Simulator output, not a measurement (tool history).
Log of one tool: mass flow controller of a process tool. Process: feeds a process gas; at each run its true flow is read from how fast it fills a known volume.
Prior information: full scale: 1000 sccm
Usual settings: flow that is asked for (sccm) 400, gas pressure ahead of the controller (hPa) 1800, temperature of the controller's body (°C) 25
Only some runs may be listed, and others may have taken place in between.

run     day  flow that is asked for (sccm)  gas pressure ahead of the controller (hPa)  temperature of the controller's body (°C)  true flow (%)
  1   0.000                            400                                        1800                                         25          99.18
  2   6.821                            400                                        1800                                         25          98.80
  3   9.850                            400                                        1800                                         25          98.99
  4  16.446                            400                                        1800                                         25          99.14
  5  22.412                            400                                        2570                                         25          99.22
  6  26.358                            400                                        2570                                         25          99.27
  7  30.729                            400                                        2570                                         25          99.20
  8  34.925                            205                                        2570                                         21          98.70
  9  40.308                            879                                        2570                                         21          99.56
 10  45.392                            879                                        2570                                         21          99.63
 11  50.967                            142                                        2420                                         25          98.76
 12  55.533                            400                                        1800                                         25          98.84
 13  59.996                            400                                        1800                                         25          98.80
 14  65.871                            400                                        2410                                         25          98.93

Forecast each of these 4 alternatives for the next run:
  A  70.767                            553                                        2310                                         21              ?
  B  70.767                            400                                        1620                                         36              ?
  C  70.767                            594                                        1870                                         26              ?
  D  70.767                            400                                        2410                                         31              ?

run  true flow (%)
  A          98.96
  B          99.20
  C          98.96
  D          99.31
Without the tool's unlogged condition, the same runs would have read:
run  true flow (%)
  A          99.40
  B          99.64
  C          99.39
  D          99.75
